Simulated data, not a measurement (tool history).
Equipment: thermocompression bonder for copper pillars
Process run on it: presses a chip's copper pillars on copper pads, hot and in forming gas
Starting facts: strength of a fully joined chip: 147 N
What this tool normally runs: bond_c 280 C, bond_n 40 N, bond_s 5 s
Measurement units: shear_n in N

run,hour,bond_c,bond_n,bond_s,shear_n
1,0.0,280,40,5,77.4
# hour 23.7: heater calibrated with a thermocouple chip
2,24.1,280,40,5,85.5
3,53.0,280,40,5,84.6
# hour 68.2: forming gas filter changed
4,93.7,280,40,5,95.3
5,117.9,280,40,5,96.0
6,149.1,280,40,5,93.8
7,172.8,280,35,5,86.6
8,214.1,280,35,5,84.2
9,246.8,280,35,5,85.3
10,285.5,280,35,3,70.0
11,322.8,295,48,3,101.9
12,341.5,255,36,11,80.6
13,366.0,305,36,11,122.4
14,387.9,280,45,5,97.5

Run 15 comes next. What will it give?
15,427.5,280,45,5,?

shear_n: 96.6 N
On a tool with no hidden condition, and with the same random variation, this run would have come out at shear_n 105.8 N.
